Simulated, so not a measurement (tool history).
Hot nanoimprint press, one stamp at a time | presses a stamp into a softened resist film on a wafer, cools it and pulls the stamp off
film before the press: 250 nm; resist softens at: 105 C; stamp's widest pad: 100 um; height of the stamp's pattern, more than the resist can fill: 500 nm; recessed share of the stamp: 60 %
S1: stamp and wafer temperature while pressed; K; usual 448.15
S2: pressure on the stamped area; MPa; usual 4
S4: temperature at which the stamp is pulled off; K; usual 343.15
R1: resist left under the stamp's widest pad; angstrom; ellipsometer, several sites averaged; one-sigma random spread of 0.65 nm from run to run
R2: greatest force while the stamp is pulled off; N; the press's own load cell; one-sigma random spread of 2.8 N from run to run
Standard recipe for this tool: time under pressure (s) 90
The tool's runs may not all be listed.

{"run": 1, "hour": 0.0, "S1": 448.15, "S2": 4, "time under pressure (s)": 90, "S4": 343.15, "R1": 1114, "R2": 135}
{"run": 2, "hour": 20.7, "S1": 448.15, "S2": 4, "time under pressure (s)": 75, "S4": 343.15, "R1": 1184, "R2": 134}
{"run": 3, "hour": 39.8, "S1": 448.15, "S2": 4, "time under pressure (s)": 104, "S4": 343.15, "R1": 1059, "R2": 142}
{"run": 4, "hour": 60.9, "S1": 448.15, "S2": 4, "time under pressure (s)": 104, "S4": 343.15, "R1": 1063, "R2": 138}
{"run": 5, "hour": 71.4, "S1": 448.15, "S2": 4, "time under pressure (s)": 104, "S4": 343.15, "R1": 1070, "R2": 140}
{"run": 6, "hour": 84.5, "S1": 448.15, "S2": 4, "time under pressure (s)": 104, "S4": 343.15, "R1": 1067, "R2": 138}
{"run": 7, "hour": 105.8, "S1": 448.15, "S2": 4, "time under pressure (s)": 104, "S4": 343.15, "R1": 1058, "R2": 144}
{"hour": 113.7, "done": "plate thermocouple calibrated"}
{"run": 8, "hour": 127.6, "S1": 448.15, "S2": 4, "time under pressure (s)": 104, "S4": 343.15, "R1": 1005, "R2": 141}
{"run": 9, "hour": 140.2, "S1": 448.15, "S2": 4, "time under pressure (s)": 55, "S4": 343.15, "R1": 1248, "R2": 137}
{"run": 10, "hour": 161.9, "S1": 448.15, "S2": 4, "time under pressure (s)": 55, "S4": 343.15, "R1": 1250, "R2": 141}
{"run": 11, "hour": 179.3, "S1": 448.15, "S2": 4, "time under pressure (s)": 90, "S4": 343.15, "R1": 1069, "R2": 143}
{"run": 12, "hour": 190.2, "S1": 448.15, "S2": 4, "time under pressure (s)": 90, "S4": 337.15, "R1": 1075, "R2": 163}
{"run": 13, "hour": 211.4, "S1": 448.15, "S2": 4, "time under pressure (s)": 90, "S4": 337.15, "R1": 1090, "R2": 169}
{"run": 14, "hour": 224.6, "S1": 448.15, "S2": 4, "time under pressure (s)": 90, "S4": 337.15, "R1": 1072, "R2": 157}
{"run": 15, "hour": 245.6, "S1": 451.15, "S2": 4, "time under pressure (s)": 90, "S4": 337.15, "R1": 982, "R2": 172}
{"run": 16, "hour": 267.4, "S1": 451.15, "S2": 4, "time under pressure (s)": 90, "S4": 337.15, "R1": 983, "R2": 165}
{"run": 17, "hour": 289.0, "S1": 448.15, "S2": 3.96, "time under pressure (s)": 90, "S4": 343.15, "R1": 1085, "R2": 144}
{"run": 18, "hour": 310.5, "S1": 448.15, "S2": 4, "time under pressure (s)": 90, "S4": 337.15, "R1": 1093, "R2": 167}
{"run": 19, "hour": 324.7, "S1": 442.15, "S2": 2.72, "time under pressure (s)": 90, "S4": 337.15, "R1": 1587, "R2": 175}
{"run": 20, "hour": 349.1, "S1": 442.15, "S2": 2.72, "time under pressure (s)": 90, "S4": 337.15, "R1": 1576, "R2": 173}
{"run": 21, "hour": 373.6, "S1": 457.15, "S2": 3.66, "time under pressure (s)": 51, "S4": 334.15, "R1": 1062, "R2": 192}
{"run": 22, "hour": 385.1, "S1": 455.15, "S2": 3.75, "time under pressure (s)": 51, "S4": 343.15, "R1": 1106, "R2": 155}
{"run": 23, "hour": 395.8, "S1": 455.15, "S2": 3.75, "time under pressure (s)": 51, "S4": 343.15, "R1": 1097, "R2": 152}
{"run": 24, "hour": 414.8, "S1": 457.15, "S2": 4, "time under pressure (s)": 90, "S4": 343.15, "R1": 828, "R2": 164}
{"run": 25, "hour": 427.0, "S1": 452.15, "S2": 5.69, "time under pressure (s)": 90, "S4": 337.15, "R1": 783, "R2": 176}
{"run": 26, "hour": 450.3, "S1": 452.15, "S2": 5.69, "time under pressure (s)": 90, "S4": 337.15, "R1": 786, "R2": 184}
{"run": 27, "hour": 469.9, "S1": 452.15, "S2": 3.29, "time under pressure (s)": 90, "S4": 336.15, "R1": 1079, "R2": 192}
{"run": 28, "hour": 487.0, "S1": 452.15, "S2": 3.29, "time under pressure (s)": 90, "S4": 336.15, "R1": 1099, "R2": 190}
{"run": 29, "hour": 512.2, "S1": 448.15, "S2": 4, "time under pressure (s)": 115, "S4": 337.15, "R1": 1023, "R2": 193}

How would selected steps in R1 from run to run divide? Give the signed amount a tool lacking its hidden state would still show from settings, what came in and random variation, and the signed amount left for the hidden state, including any gauge scatter that is not in both of the compared results.
Unlogged tool condition in this case: true temperature over the reading, C; pressure that arrives at the usual setting, %; grip of the stamp's worn release coat, % over a new coat's; drift of the gauge itself on residual_nm, %; drift of the gauge itself on pull_off_n, %.
Run 1 -> 2: time under pressure (s) 90 -> 75. R1 +70 angstrom: hidden state +3, all else +67.
Run 7 -> 8: plate thermocouple calibrated. R1 -53 angstrom: hidden state -51, all else -2.
Run 18 -> 19: S1 448.15 -> 442.15, S2 4 -> 2.72. R1 +494 angstrom: hidden state +2, all else +492.
Run 20 -> 21: S1 442.15 -> 457.15, S2 2.72 -> 3.66, time under pressure (s) 90 -> 51, S4 337.15 -> 334.15. R1 -514 angstrom: hidden state -3, all else -511.
